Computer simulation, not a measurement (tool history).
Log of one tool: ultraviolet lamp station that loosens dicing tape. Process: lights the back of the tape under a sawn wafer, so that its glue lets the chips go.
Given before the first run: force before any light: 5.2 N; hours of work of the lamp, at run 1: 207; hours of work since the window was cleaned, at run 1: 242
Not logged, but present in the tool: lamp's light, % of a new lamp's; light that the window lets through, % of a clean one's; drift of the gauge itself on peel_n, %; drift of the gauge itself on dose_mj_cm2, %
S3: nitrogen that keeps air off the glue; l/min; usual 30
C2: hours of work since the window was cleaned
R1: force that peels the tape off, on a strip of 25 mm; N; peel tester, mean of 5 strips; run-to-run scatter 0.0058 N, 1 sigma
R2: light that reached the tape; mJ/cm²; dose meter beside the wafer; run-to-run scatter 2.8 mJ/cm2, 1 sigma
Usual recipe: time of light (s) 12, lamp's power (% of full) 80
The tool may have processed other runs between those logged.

Run 1, hour 0: usual settings; hours of work of the lamp 207; C2 242. Result: R1 0.178 N, R2 347 mJ/cm².
Run 2, hour 29: usual settings; hours of work of the lamp 221; C2 256. Result: R1 0.19 N, R2 347 mJ/cm².
Run 3, hour 53.8: usual settings; hours of work of the lamp 234; C2 269. Result: R1 0.205 N, R2 344 mJ/cm².
Run 4, hour 97.5: usual settings; hours of work of the lamp 255; C2 290. Result: R1 0.206 N, R2 334 mJ/cm².
Run 5, hour 123.8: usual settings but time of light (s) 20; hours of work of the lamp 268; C2 303. Result: R1 0.087 N, R2 561 mJ/cm².
Run 6, hour 173.1: usual settings but lamp's power (% of full) 86; hours of work of the lamp 293; C2 328. Result: R1 0.193 N, R2 351 mJ/cm².
Run 7, hour 214: usual settings but time of light (s) 10; hours of work of the lamp 313; C2 348. Result: R1 0.345 N, R2 274 mJ/cm².
Run 8, hour 264.2: usual settings but S3 34 l/min; hours of work of the lamp 338; C2 373. Result: R1 0.195 N, R2 317 mJ/cm².
Run 9, hour 301.4: usual settings but S3 34 l/min; hours of work of the lamp 356; C2 391. Result: R1 0.213 N, R2 323 mJ/cm².
Run 10, hour 347.8: usual settings but time of light (s) 6, lamp's power (% of full) 79, S3 54 l/min; hours of work of the lamp 379; C2 414. Result: R1 0.69 N, R2 151 mJ/cm².
Run 11, hour 386.1: usual settings but time of light (s) 16, lamp's power (% of full) 89, S3 18 l/min; hours of work of the lamp 398; C2 433. Result: R1 0.17 N, R2 456 mJ/cm².
At hour 389.5: window cleaned of glue's vapour.
Run 12, hour 437: usual settings but time of light (s) 24, lamp's power (% of full) 70, S3 18 l/min; hours of work of the lamp 423; C2 23. Result: R1 0.124 N, R2 513 mJ/cm².
Run 13, hour 475.6: usual settings but time of light (s) 7; hours of work of the lamp 442; C2 43. Result: R1 0.867 N, R2 169 mJ/cm².
Run 14, hour 526.1: usual settings but time of light (s) 7; hours of work of the lamp 467; C2 68. Result: R1 0.869 N, R2 167 mJ/cm².
Run 15, hour 553: usual settings but time of light (s) 18, S3 25 l/min; hours of work of the lamp 481; C2 81. Result: R1 0.147 N, R2 425 mJ/cm².
At hour 567.6: window cleaned of glue's vapour, once more.
Run 16, hour 604.1: usual settings but time of light (s) 23, lamp's power (% of full) 87, S3 10 l/min; hours of work of the lamp 506; C2 18. Result: R1 0.149 N, R2 613 mJ/cm².
Run 17, hour 647.8: usual settings but time of light (s) 15, lamp's power (% of full) 96, S3 9 l/min; hours of work of the lamp 527; C2 40. Result: R1 0.379 N, R2 427 mJ/cm².

Here are 3 independent what-if runs from the current tool condition. What would each one return?
Run A, hour 685.2: usual settings but lamp's power (% of full) 75, S3 52 l/min; hours of work of the lamp 546; C2 58. Result: R1 ?, R2 ?.
Run B, hour 685.2: usual settings but time of light (s) 14, lamp's power (% of full) 100, S3 40 l/min; hours of work of the lamp 546; C2 58. Result: R1 ?, R2 ?.
Run C, hour 685.2: usual settings but time of light (s) 14, lamp's power (% of full) 82, S3 14 l/min; hours of work of the lamp 546; C2 58. Result: R1 ?, R2 ?.

run     R1   R2
  A  0.223  264
  B  0.116  417
  C  0.405  342
Stripped of hidden state, with their random variation kept, the same runs would have yielded:
run     R1   R2
  A   0.12  365
  B   0.09  575
  C  0.198  472
